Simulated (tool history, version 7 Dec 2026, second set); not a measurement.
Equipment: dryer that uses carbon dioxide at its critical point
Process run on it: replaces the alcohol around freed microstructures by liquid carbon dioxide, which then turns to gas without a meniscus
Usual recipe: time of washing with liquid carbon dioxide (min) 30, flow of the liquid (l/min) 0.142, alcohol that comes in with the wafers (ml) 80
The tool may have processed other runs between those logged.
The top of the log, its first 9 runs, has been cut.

run,hour,time of washing with liquid carbon dioxide (min),flow of the liquid (l/min),alcohol that comes in with the wafers (ml),alcohol left in the vessel before it's heated (ppm by volume)
10,96.3,30,0.142,80,273
11,110.4,30,0.142,80,277
12,120.5,30,0.142,80,272
13,131.8,44,0.142,80,162
14,141.2,44,0.142,80,159
15,149.4,44,0.093,80,388
16,160.6,44,0.093,80,366
17,175.7,44,0.093,80,369
18,184.0,19,0.093,80,9369
19,199.1,19,0.093,80,9332
20,212.0,19,0.093,66,7725
21,227.2,19,0.093,66,8002
22,238.4,30,0.142,42,253
23,251.7,18,0.142,84,2779
24,266.4,43,0.154,35,180
25,281.8,19,0.175,88,898

What will run 26 give?
26,294.0,19,0.175,88,?

alcohol left in the vessel before it's heated (ppm by volume): 914
With no hidden state in the tool, this same run would have given alcohol left in the vessel before it's heated (ppm by volume) 517.

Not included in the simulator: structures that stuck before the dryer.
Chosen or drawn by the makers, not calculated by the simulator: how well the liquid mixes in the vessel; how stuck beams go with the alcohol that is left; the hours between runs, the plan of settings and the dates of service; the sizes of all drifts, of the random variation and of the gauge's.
